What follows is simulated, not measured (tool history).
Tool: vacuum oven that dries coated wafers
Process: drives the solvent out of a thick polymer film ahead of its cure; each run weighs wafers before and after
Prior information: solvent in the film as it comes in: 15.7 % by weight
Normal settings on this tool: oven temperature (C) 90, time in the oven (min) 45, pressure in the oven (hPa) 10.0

{"run": 1, "hour": 0.0, "oven temperature (C)": 90, "time in the oven (min)": 45, "pressure in the oven (hPa)": 10.0, "solvent left in the film (%)": 1.67}
{"run": 2, "hour": 24.2, "oven temperature (C)": 90, "time in the oven (min)": 45, "pressure in the oven (hPa)": 10.0, "solvent left in the film (%)": 1.69}
{"run": 3, "hour": 49.0, "oven temperature (C)": 90, "time in the oven (min)": 45, "pressure in the oven (hPa)": 10.0, "solvent left in the film (%)": 1.69}
{"run": 4, "hour": 61.8, "oven temperature (C)": 90, "time in the oven (min)": 45, "pressure in the oven (hPa)": 10.0, "solvent left in the film (%)": 1.66}
{"run": 5, "hour": 78.7, "oven temperature (C)": 90, "time in the oven (min)": 45, "pressure in the oven (hPa)": 10.0, "solvent left in the film (%)": 1.67}
{"run": 6, "hour": 97.0, "oven temperature (C)": 83, "time in the oven (min)": 45, "pressure in the oven (hPa)": 10.0, "solvent left in the film (%)": 2.56}
{"run": 7, "hour": 114.5, "oven temperature (C)": 83, "time in the oven (min)": 45, "pressure in the oven (hPa)": 10.0, "solvent left in the film (%)": 2.59}
{"run": 8, "hour": 131.3, "oven temperature (C)": 83, "time in the oven (min)": 45, "pressure in the oven (hPa)": 10.0, "solvent left in the film (%)": 2.59}
{"run": 9, "hour": 152.1, "oven temperature (C)": 91, "time in the oven (min)": 45, "pressure in the oven (hPa)": 34.3, "solvent left in the film (%)": 3.73}
{"run": 10, "hour": 162.5, "oven temperature (C)": 91, "time in the oven (min)": 45, "pressure in the oven (hPa)": 34.3, "solvent left in the film (%)": 3.74}
{"run": 11, "hour": 185.9, "oven temperature (C)": 91, "time in the oven (min)": 45, "pressure in the oven (hPa)": 34.3, "solvent left in the film (%)": 3.75}
{"run": 12, "hour": 208.4, "oven temperature (C)": 91, "time in the oven (min)": 23, "pressure in the oven (hPa)": 25.8, "solvent left in the film (%)": 4.38}
{"run": 13, "hour": 228.4, "oven temperature (C)": 91, "time in the oven (min)": 23, "pressure in the oven (hPa)": 25.8, "solvent left in the film (%)": 4.41}
{"run": 14, "hour": 241.9, "oven temperature (C)": 90, "time in the oven (min)": 80, "pressure in the oven (hPa)": 10.0, "solvent left in the film (%)": 1.38}
{"run": 15, "hour": 261.4, "oven temperature (C)": 101, "time in the oven (min)": 41, "pressure in the oven (hPa)": 10.0, "solvent left in the film (%)": 0.99}

Each row is a separate what-if for the run after 15, all from the same tool condition, not one after another. Results?
{"run": "A", "hour": 285.3, "oven temperature (C)": 101, "time in the oven (min)": 26, "pressure in the oven (hPa)": 6.8, "solvent left in the film (%)": "?"}
{"run": "B", "hour": 285.3, "oven temperature (C)": 85, "time in the oven (min)": 22, "pressure in the oven (hPa)": 14.1, "solvent left in the film (%)": "?"}
{"run": "C", "hour": 285.3, "oven temperature (C)": 91, "time in the oven (min)": 70, "pressure in the oven (hPa)": 10.0, "solvent left in the film (%)": "?"}
{"run": "D", "hour": 285.3, "oven temperature (C)": 80, "time in the oven (min)": 71, "pressure in the oven (hPa)": 10.0, "solvent left in the film (%)": "?"}
{"run": "E", "hour": 285.3, "oven temperature (C)": 90, "time in the oven (min)": 26, "pressure in the oven (hPa)": 10.0, "solvent left in the film (%)": "?"}

run=A solvent_left_in_the_film_(%)=1.25
run=B solvent_left_in_the_film_(%)=4.86
run=C solvent_left_in_the_film_(%)=1.37
run=D solvent_left_in_the_film_(%)=2.31
run=E solvent_left_in_the_film_(%)=2.91
With no hidden state in the tool, these same runs would have given:
run=A solvent_left_in_the_film_(%)=1.03
run=B solvent_left_in_the_film_(%)=4.58
run=C solvent_left_in_the_film_(%)=0.99
run=D solvent_left_in_the_film_(%)=1.77
run=E solvent_left_in_the_film_(%)=2.63
